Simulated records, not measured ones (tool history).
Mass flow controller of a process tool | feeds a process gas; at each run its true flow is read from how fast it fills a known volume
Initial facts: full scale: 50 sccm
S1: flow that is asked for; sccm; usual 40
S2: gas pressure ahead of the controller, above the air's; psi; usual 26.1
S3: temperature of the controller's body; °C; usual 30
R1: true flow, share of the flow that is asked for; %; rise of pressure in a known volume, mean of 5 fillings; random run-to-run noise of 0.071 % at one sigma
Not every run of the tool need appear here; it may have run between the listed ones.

run,day,S1,S2,S3,R1
1,0,40,26.1,30,99.61
2,4.388,40,26.1,30,99.55
3,9.117,40,20.7,30,99.61
4,11.912,40,20.7,30,99.51
5,16.608,40,20.7,30,99.47
6,19.621,40,23.5,30,99.61
7,23.529,40,26.1,30,99.41
8,27.483,36,22.6,23,99.69
9,30.229,36,22.6,23,99.55
10,32.775,24,23.2,30,99.34
11,36.829,24,23.2,30,99.24
12,40.912,11,36.7,28,99.15
13,44.729,17,30.5,31,98.99

Difference, measured minus no-hidden-state, one row per run. Run-to-run variation is common to both terms; the gauge's own scatter need not be:
Hidden state at play: flow at rest that the sensor doesn't see, % of full scale; true flow over the shown one, %; drift of the gauge itself on true_pct, %.
run,R1
1,+0
2,-0.02
3,-0.05
4,-0.06
5,-0.09
6,-0.11
7,-0.13
8,-0.16
9,-0.17
10,-0.18
11,-0.21
12,-0.23
13,-0.25

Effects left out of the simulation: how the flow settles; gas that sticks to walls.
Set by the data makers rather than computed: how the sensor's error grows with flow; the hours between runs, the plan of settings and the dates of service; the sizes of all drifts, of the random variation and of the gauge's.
